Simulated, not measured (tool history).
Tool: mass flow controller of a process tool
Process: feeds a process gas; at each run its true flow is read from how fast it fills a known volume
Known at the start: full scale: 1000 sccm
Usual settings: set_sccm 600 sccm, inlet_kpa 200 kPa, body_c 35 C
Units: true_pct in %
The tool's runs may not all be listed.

Run 1, day 0: usual settings. Result: true_pct 99.1 %.
Run 2, day 7.321: usual settings but inlet_kpa 221 kPa. Result: true_pct 99.16 %.
Run 3, day 20.442: usual settings but inlet_kpa 221 kPa. Result: true_pct 99.39 %.
Run 4, day 33.967: usual settings. Result: true_pct 99.25 %.
Run 5, day 44.2: usual settings but body_c 25 C. Result: true_pct 98.99 %.
Run 6, day 49.762: usual settings but body_c 25 C. Result: true_pct 98.74 %.
Run 7, day 56.662: usual settings. Result: true_pct 99.17 %.
Run 8, day 70.325: usual settings. Result: true_pct 99.08 %.
Run 9, day 80.442: usual settings. Result: true_pct 98.95 %.
Run 10, day 87.696: usual settings. Result: true_pct 98.99 %.
Run 11, day 97.833: usual settings. Result: true_pct 99.07 %.
Run 12, day 103.958: usual settings. Result: true_pct 98.98 %.
Run 13, day 116.5: usual settings but set_sccm 226 sccm. Result: true_pct 98.74 %.
Run 14, day 129.071: usual settings. Result: true_pct 98.92 %.
Run 15, day 137.888: usual settings but inlet_kpa 174 kPa. Result: true_pct 98.99 %.
At day 138.833: controller's zero set anew.
Run 16, day 148.867: usual settings but body_c 34 C. Result: true_pct 99.21 %.
Run 17, day 161.862: usual settings but body_c 34 C. Result: true_pct 99.23 %.
At day 168.992: controller's zero set anew, once more.
Run 18, day 174.792: usual settings but body_c 34 C. Result: true_pct 98.87 %.
Run 19, day 186.746: usual settings but body_c 34 C. Result: true_pct 98.65 %.
Run 20, day 200.208: usual settings but body_c 34 C. Result: true_pct 98.84 %.
Run 21, day 210.688: usual settings but set_sccm 961 sccm, inlet_kpa 235 kPa, body_c 26 C. Result: true_pct 99.44 %.
Run 22, day 220.367: usual settings but set_sccm 618 sccm, inlet_kpa 189 kPa, body_c 26 C. Result: true_pct 98.46 %.
Run 23, day 228.671: usual settings but set_sccm 486 sccm. Result: true_pct 98.42 %.
Run 24, day 239.3: usual settings but set_sccm 572 sccm, inlet_kpa 239 kPa, body_c 34 C. Result: true_pct 98.75 %.
Run 25, day 249.696: usual settings but set_sccm 198 sccm, inlet_kpa 219 kPa, body_c 22 C. Result: true_pct 97.88 %.
Run 26, day 256.7: usual settings but set_sccm 198 sccm, inlet_kpa 219 kPa, body_c 22 C. Result: true_pct 97.8 %.
Run 27, day 264.667: usual settings but set_sccm 181 sccm, body_c 36 C. Result: true_pct 98.12 %.
Run 28, day 272.521: usual settings but set_sccm 222 sccm, body_c 40 C. Result: true_pct 98.11 %.
Run 29, day 281.842: usual settings but set_sccm 148 sccm, body_c 21 C. Result: true_pct 97.64 %.
Run 30, day 289.154: usual settings but set_sccm 328 sccm, inlet_kpa 143 kPa, body_c 26 C. Result: true_pct 97.72 %.
Run 31, day 298.512: usual settings but set_sccm 306 sccm, inlet_kpa 164 kPa, body_c 25 C. Result: true_pct 97.79 %.
Run 32, day 306.175: usual settings but set_sccm 272 sccm, inlet_kpa 198 kPa, body_c 22 C. Result: true_pct 97.84 %.
Run 33, day 316.512: usual settings but set_sccm 208 sccm, body_c 23 C. Result: true_pct 97.77 %.
Run 34, day 325.296: usual settings but set_sccm 208 sccm, body_c 23 C. Result: true_pct 97.71 %.
Run 35, day 335.579: usual settings but set_sccm 208 sccm, body_c 28 C. Result: true_pct 97.96 %.
Run 36, day 343.746: usual settings but set_sccm 242 sccm, inlet_kpa 184 kPa, body_c 22 C. Result: true_pct 97.72 %.
Run 37, day 351.35: usual settings but inlet_kpa 154 kPa, body_c 24 C. Result: true_pct 98.25 %.
Run 38, day 358.979: usual settings but inlet_kpa 154 kPa, body_c 24 C. Result: true_pct 98.25 %.
Run 39, day 369.746: usual settings but inlet_kpa 154 kPa, body_c 24 C. Result: true_pct 98.27 %.

Forecast each of these 5 alternatives for the next run:
Run A, day 381.45: usual settings but inlet_kpa 172 kPa. Result: true_pct ?.
Run B, day 381.45: usual settings but set_sccm 234 sccm, inlet_kpa 223 kPa, body_c 37 C. Result: true_pct ?.
Run C, day 381.45: usual settings but set_sccm 575 sccm. Result: true_pct ?.
Run D, day 381.45: usual settings but inlet_kpa 204 kPa, body_c 24 C. Result: true_pct ?.
Run E, day 381.45: usual settings but inlet_kpa 175 kPa. Result: true_pct ?.

run  true_pct
  A      98.6
  B     98.19
  C     98.53
  D     98.51
  E     98.45
Without the tool's hidden state the same runs would have given:
run  true_pct
  A     99.29
  B     98.63
  C     99.21
  D     99.19
  E     99.13
